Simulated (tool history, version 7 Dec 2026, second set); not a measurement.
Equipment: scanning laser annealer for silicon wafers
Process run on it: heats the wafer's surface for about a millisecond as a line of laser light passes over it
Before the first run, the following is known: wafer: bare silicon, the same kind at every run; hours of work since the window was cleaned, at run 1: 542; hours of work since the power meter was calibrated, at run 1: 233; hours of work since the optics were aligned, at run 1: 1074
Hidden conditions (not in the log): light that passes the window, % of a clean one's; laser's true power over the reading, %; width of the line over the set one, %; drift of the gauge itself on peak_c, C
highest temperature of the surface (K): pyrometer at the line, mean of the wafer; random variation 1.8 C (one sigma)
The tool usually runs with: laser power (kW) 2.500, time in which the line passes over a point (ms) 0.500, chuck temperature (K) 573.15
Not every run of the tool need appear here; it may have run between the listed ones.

run   hour  laser power (kW)  time in which the line passes over a point (ms)  chuck temperature (K)  hours of work since the window was cleaned  hours of work since the power meter was calibrated  hours of work since the optics were aligned  highest temperature of the surface (K)
  1    0.0             2.500                                            0.500                 573.15                                         542                                                 233                                         1074                                 1274.15
  2   16.2             2.500                                            0.500                 573.15                                         550                                                 242                                         1083                                 1270.15
  3   45.8             2.500                                            0.600                 573.15                                         565                                                 257                                         1098                                 1337.15
  4   73.7             2.500                                            0.565                 573.15                                         580                                                 271                                         1113                                 1311.15
      93.3  -- optics aligned, line set to its width
  5  109.0             2.500                                            0.565                 573.15                                         596                                                 287                                            8                                 1310.15
     153.4  -- optics aligned, line set to its width, once more
  6  153.4             2.500                                            0.565                 573.15                                         616                                                 308                                            0                                 1309.15
  7  193.7             2.500                                            0.498                 573.15                                         637                                                 328                                           21                                 1268.15
     208.9  -- window over the wafer cleaned
  8  219.2             2.500                                            0.498                 573.15                                           5                                                 341                                           33                                 1299.15
  9  258.4             2.500                                            0.498                 573.15                                          26                                                 361                                           53                                 1298.15
 10  298.6             2.500                                            0.395                 573.15                                          47                                                 382                                           74                                 1218.15
 11  318.5             2.466                                            0.517                 544.15                                          57                                                 392                                           85                                 1268.15
 12  338.5             2.421                                            0.406                 547.15                                          67                                                 403                                           95                                 1175.15
 13  365.1             2.421                                            0.448                 565.15                                          81                                                 416                                          109                                 1229.15
 14  401.5             2.500                                            0.368                 607.15                                         100                                                 435                                          128                                 1229.15
 15  440.3             2.500                                            0.368                 607.15                                         120                                                 455                                          148                                 1220.15

Branching from run 15: 4 alternative next runs. What would each branch give?
  A  466.0             2.358                                            0.445                 573.15                                         133                                                 469                                          161                                       ?
  B  466.0             2.216                                            0.500                 573.15                                         133                                                 469                                          161                                       ?
  C  466.0             2.151                                            0.393                 607.15                                         133                                                 469                                          161                                       ?
  D  466.0             2.500                                            0.447                 573.15                                         133                                                 469                                          161                                       ?

run  highest temperature of the surface (K)
  A                                 1213.15
  B                                 1211.15
  C                                 1161.15
  D                                 1254.15
Take away the tool's hidden state, keep each run's random variation, and the runs would have read:
run  highest temperature of the surface (K)
  A                                 1217.15
  B                                 1216.15
  C                                 1165.15
  D                                 1259.15
